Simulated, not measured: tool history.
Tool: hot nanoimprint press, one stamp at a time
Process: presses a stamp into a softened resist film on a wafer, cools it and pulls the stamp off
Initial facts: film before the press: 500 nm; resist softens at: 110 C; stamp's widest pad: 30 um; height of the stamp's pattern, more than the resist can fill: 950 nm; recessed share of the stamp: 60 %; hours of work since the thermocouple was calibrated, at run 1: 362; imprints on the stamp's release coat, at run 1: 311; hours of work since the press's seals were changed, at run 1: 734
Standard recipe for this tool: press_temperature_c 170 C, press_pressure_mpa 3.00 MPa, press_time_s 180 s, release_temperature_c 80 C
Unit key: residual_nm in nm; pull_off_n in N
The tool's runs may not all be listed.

run,hour,press_temperature_c,press_pressure_mpa,press_time_s,release_temperature_c,hours of work since the thermocouple was calibrated,imprints on the stamp's release coat,hours of work since the press's seals were changed,residual_nm,pull_off_n
1,0.0,170,3.00,180,80,362,311,734,289.7,90.7
2,16.0,170,3.00,180,80,373,358,745,289.5,90.9
3,47.8,170,3.00,180,80,394,450,766,289.7,89.3
4,73.3,170,4.73,180,80,411,524,783,240.0,90.6
5,91.4,170,4.73,180,80,423,577,795,240.2,91.3
6,107.3,170,4.73,180,80,434,622,806,239.6,91.7
7,141.3,170,2.30,180,80,457,721,829,318.9,91.2
8,166.9,170,2.30,180,80,474,795,846,318.8,91.6
9,200.2,170,2.30,180,80,496,892,868,319.1,91.0
10,224.6,170,2.30,180,71,513,962,885,318.7,99.6
11,250.7,170,2.30,180,71,530,1038,902,318.7,98.4
12,268.2,170,3.00,180,80,542,1089,914,289.5,91.4
# hour 283.8: stamp cleaned and given a new release coat
# hour 292.8: plate thermocouple calibrated
13,295.0,170,2.34,180,80,1,23,926,317.0,90.8
14,326.9,165,3.00,180,80,23,116,947,332.8,90.0
15,344.6,170,3.00,180,78,35,167,959,289.3,92.2
16,375.8,170,3.00,180,78,56,258,980,289.6,91.1
17,397.4,170,3.96,180,80,70,320,994,259.3,90.5
18,424.8,160,3.96,180,65,88,400,1013,347.4,103.2
19,458.9,176,2.94,100,66,111,499,1036,298.0,101.8
20,489.3,176,2.94,100,66,132,587,1056,298.0,102.1
21,514.0,176,2.94,100,66,148,658,1073,298.3,102.0
22,544.0,169,3.00,180,87,168,745,1093,298.2,84.5
23,560.2,169,3.00,180,87,179,792,1103,297.6,84.0
24,587.0,176,3.75,179,85,197,870,1121,219.6,86.4
25,617.1,177,3.00,180,80,217,957,1142,235.1,90.8
26,638.9,177,3.13,180,85,232,1020,1156,230.7,88.2
27,656.8,173,2.97,180,80,244,1072,1168,266.0,90.5
# hour 676.8: stamp cleaned and given a new release coat
28,696.1,173,2.97,180,80,266,56,1191,266.3,90.8
29,719.6,173,2.79,134,84,282,124,1206,300.9,87.0
30,734.6,161,2.61,134,84,292,168,1216,402.6,87.1

4 ways to go on from here, each from the tool as it stands after run 30. What would each give?
A,762.2,170,3.00,167,80,311,247,1235,?,?
B,762.2,170,2.42,161,83,311,247,1235,?,?
C,762.2,163,4.66,179,84,311,247,1235,?,?
D,762.2,161,4.21,134,84,311,247,1235,?,?

run,residual_nm,pull_off_n
A,295.7,90.4
B,323.2,87.5
C,302.3,86.9
D,358.3,86.7
Take away the tool's hidden state, keep each run's random variation, and the runs would have read:
run,residual_nm,pull_off_n
A,295.8,90.3
B,323.3,87.5
C,302.4,86.9
D,358.3,86.7
